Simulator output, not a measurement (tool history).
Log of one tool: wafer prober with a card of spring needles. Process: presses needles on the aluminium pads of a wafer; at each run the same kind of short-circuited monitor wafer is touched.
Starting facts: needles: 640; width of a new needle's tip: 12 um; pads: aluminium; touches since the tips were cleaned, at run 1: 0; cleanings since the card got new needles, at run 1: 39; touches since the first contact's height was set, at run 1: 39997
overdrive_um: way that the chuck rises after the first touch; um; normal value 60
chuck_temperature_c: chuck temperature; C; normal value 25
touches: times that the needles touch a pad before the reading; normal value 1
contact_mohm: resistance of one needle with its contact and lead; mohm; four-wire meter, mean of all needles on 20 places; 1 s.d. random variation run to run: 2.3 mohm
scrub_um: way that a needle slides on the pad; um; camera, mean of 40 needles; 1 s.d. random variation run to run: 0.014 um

run    hour  overdrive_um  chuck_temperature_c  touches  touches since the tips were cleaned  cleanings since the card got new needles  touches since the first contact's height was set  contact_mohm  scrub_um
  1       0            60                   25        1                                    0                                        39                                             39997           267     14.11
       25.1  -- tips cleaned on abrasive film
  2    44.4            60                   25        1                                 6574                                        40                                             55130           296      14.1
       51.6  -- tips cleaned on abrasive film
       80.1  -- tips cleaned on abrasive film
  3    93.2            60                   25        1                                 4479                                        42                                             71765           293     14.05
        106  -- tips cleaned on abrasive film
  4   123.3            60                   25        1                                 5939                                        43                                             82028           291     14.04
      133.4  -- tips cleaned on abrasive film
  5     150            60                   25        1                                 5656                                        44                                             91090           297     13.99
      158.2  -- tips cleaned on abrasive film
  6   172.4            60                   25        1                                 4824                                        45                                             98712           292     14.01
      185.5  -- tips cleaned on abrasive film
      210.8  -- tips cleaned on abrasive film
  7     221            60                   25        1                                 3481                                        47                                            115268           293     13.95
        226  -- height of the first contact set anew
      236.2  -- tips cleaned on abrasive film
      263.1  -- tips cleaned on abrasive film
  8   263.9            60                   25        1                                  268                                        49                                             12874           268     14.17
        290  -- tips cleaned on abrasive film
  9     309            58                   25        1                                 6494                                        50                                             28276           297     13.69
      316.1  -- tips cleaned on abrasive film
      341.3  -- tips cleaned on abrasive film
 10   363.2            58                   25        1                                 7474                                        52                                             46729           304     13.66
      367.8  -- tips cleaned on abrasive film
      394.9  -- tips cleaned on abrasive film
 11   399.3            60                   59        1                                 1472                                        54                                             58983           288     14.07
      423.6  -- tips cleaned on abrasive film
 12     431            60                   25        1                                 2536                                        55                                             69803           283     14.03
      449.3  -- tips cleaned on abrasive film
 13   461.5            48                   25        1                                 4180                                        56                                             80202           305     11.18
      475.4  -- tips cleaned on abrasive film
 14   488.1            48                   25        1                                 4336                                        57                                             89262           306     11.18
      502.3  -- tips cleaned on abrasive film
 15   514.7            48                   25        1                                 4218                                        58                                             98297           301     11.13
      530.8  -- tips cleaned on abrasive film
      557.1  -- tips cleaned on abrasive film
 16     561            48                   25        1                                 1326                                        60                                            114055           288     11.07
      572.3  -- height of the first contact set anew
      584.9  -- tips cleaned on abrasive film
 17     606            48                   27        1                                 7209                                        61                                             11483           314     11.34
      610.2  -- tips cleaned on abrasive film
      636.6  -- tips cleaned on abrasive film
 18   657.8            48                   27        1                                 7255                                        63                                             29106           311     11.32
      661.7  -- tips cleaned on abrasive film
      687.3  -- tips cleaned on abrasive film
 19   694.9            62                   37        1                                 2599                                        65                                             41728           288     14.59
        714  -- tips cleaned on abrasive film
 20   727.8            63                   27        1                                 4734                                        66                                             52947           289      14.8
      742.2  -- tips cleaned on abrasive film
      767.3  -- tips cleaned on abrasive film
 21   776.8            55                   29        1                                 3230                                        68                                             69617           294     12.84
        794  -- tips cleaned on abrasive film
 22   808.9            55                   29        1                                 5107                                        69                                             80565           303     12.82
      822.5  -- tips cleaned on abrasive film
 23   841.2            76                   43        1                                 6369                                        70                                             91558           294     17.78
      847.4  -- tips cleaned on abrasive film
      875.6  -- tips cleaned on abrasive film
 24   893.1            53                   39        1                                 5993                                        72                                            109243           308     12.25
      900.9  -- tips cleaned on abrasive film
      916.6  -- height of the first contact set anew
 25   916.6            60                   29        1                                 5281                                        73                                                 0           303     14.23
        927  -- tips cleaned on abrasive film
      952.3  -- tips cleaned on abrasive film
 26   956.9            60                   29        1                                 1594                                        75                                             13713           286      14.2
      979.4  -- tips cleaned on abrasive film
       1007  -- tips cleaned on abrasive film
 27  1009.8            76                   70        2                                  959                                        77                                             31713           284     17.92

Alternative continuations, all from the tool just after run 27; predict every row:
     1033.1  -- tips cleaned on abrasive film
  A  1040.8            41                   70        2                                 2648                                        78                                             42287             ?         ?
     1033.1  -- tips cleaned on abrasive film
  B  1040.8            53                   61        2                                 2648                                        78                                             42287             ?         ?
     1033.1  -- tips cleaned on abrasive film
  C  1040.8            76                   70        3                                 2648                                        78                                             42287             ?         ?
     1033.1  -- tips cleaned on abrasive film
  D  1040.8            60                   87        1                                 2648                                        78                                             42287             ?         ?

run  contact_mohm  scrub_um
  A           304      9.62
  B           294     12.46
  C           286     17.91
  D           309     14.11
What these runs would have given with no unlogged condition in the tool:
run  contact_mohm  scrub_um
  A           281      9.73
  B           278     12.56
  C           282     18.02
  D           288     14.22

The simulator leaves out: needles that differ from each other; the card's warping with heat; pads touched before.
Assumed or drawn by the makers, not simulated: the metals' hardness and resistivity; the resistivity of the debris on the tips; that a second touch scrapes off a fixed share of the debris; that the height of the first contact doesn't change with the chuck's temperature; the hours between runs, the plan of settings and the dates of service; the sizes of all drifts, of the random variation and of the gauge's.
